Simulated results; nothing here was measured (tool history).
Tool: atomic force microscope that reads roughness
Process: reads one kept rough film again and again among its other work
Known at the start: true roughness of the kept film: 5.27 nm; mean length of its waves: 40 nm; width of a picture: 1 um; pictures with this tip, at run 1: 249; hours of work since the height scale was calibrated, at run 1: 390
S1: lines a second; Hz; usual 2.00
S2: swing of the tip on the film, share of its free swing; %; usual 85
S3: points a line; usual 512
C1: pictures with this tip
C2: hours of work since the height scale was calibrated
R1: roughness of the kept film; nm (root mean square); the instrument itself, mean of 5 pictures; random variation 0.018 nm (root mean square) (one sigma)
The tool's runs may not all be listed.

{"run": 1, "hour": 0.0, "S1": 2.0, "S2": 85, "S3": 512, "C1": 249, "C2": 390, "R1": 4.197}
{"hour": 21.5, "done": "new tip fitted"}
{"run": 2, "hour": 42.6, "S1": 2.0, "S2": 85, "S3": 512, "C1": 24, "C2": 411, "R1": 4.385}
{"run": 3, "hour": 71.5, "S1": 2.0, "S2": 85, "S3": 512, "C1": 56, "C2": 426, "R1": 4.396}
{"run": 4, "hour": 102.2, "S1": 2.0, "S2": 85, "S3": 512, "C1": 91, "C2": 441, "R1": 4.347}
{"run": 5, "hour": 124.3, "S1": 2.0, "S2": 85, "S3": 512, "C1": 115, "C2": 452, "R1": 4.304}
{"run": 6, "hour": 158.1, "S1": 2.0, "S2": 85, "S3": 512, "C1": 153, "C2": 469, "R1": 4.318}
{"run": 7, "hour": 180.6, "S1": 1.86, "S2": 74, "S3": 997, "C1": 179, "C2": 481, "R1": 4.519}
{"run": 8, "hour": 224.3, "S1": 1.86, "S2": 74, "S3": 997, "C1": 228, "C2": 503, "R1": 4.459}
{"run": 9, "hour": 247.9, "S1": 0.69, "S2": 83, "S3": 644, "C1": 254, "C2": 514, "R1": 4.544}
{"hour": 264.5, "done": "new tip fitted"}
{"run": 10, "hour": 284.8, "S1": 0.69, "S2": 83, "S3": 644, "C1": 22, "C2": 533, "R1": 4.723}
{"run": 11, "hour": 312.6, "S1": 0.56, "S2": 87, "S3": 512, "C1": 54, "C2": 547, "R1": 4.731}

5 ways to go on from here, each from the tool as it stands after run 11. What would each give?
{"run": "A", "hour": 354.4, "S1": 1.92, "S2": 58, "S3": 512, "C1": 101, "C2": 568, "R1": "?"}
{"run": "B", "hour": 354.4, "S1": 2.0, "S2": 85, "S3": 268, "C1": 101, "C2": 568, "R1": "?"}
{"run": "C", "hour": 354.4, "S1": 0.52, "S2": 57, "S3": 751, "C1": 101, "C2": 568, "R1": "?"}
{"run": "D", "hour": 354.4, "S1": 1.27, "S2": 79, "S3": 512, "C1": 101, "C2": 568, "R1": "?"}
{"run": "E", "hour": 354.4, "S1": 0.83, "S2": 63, "S3": 980, "C1": 101, "C2": 568, "R1": "?"}

run=A R1=4.729
run=B R1=4.296
run=C R1=4.822
run=D R1=4.554
run=E R1=4.787
Without the tool's hidden state the same runs would have given:
run=A R1=4.826
run=B R1=4.384
run=C R1=4.921
run=D R1=4.647
run=E R1=4.885
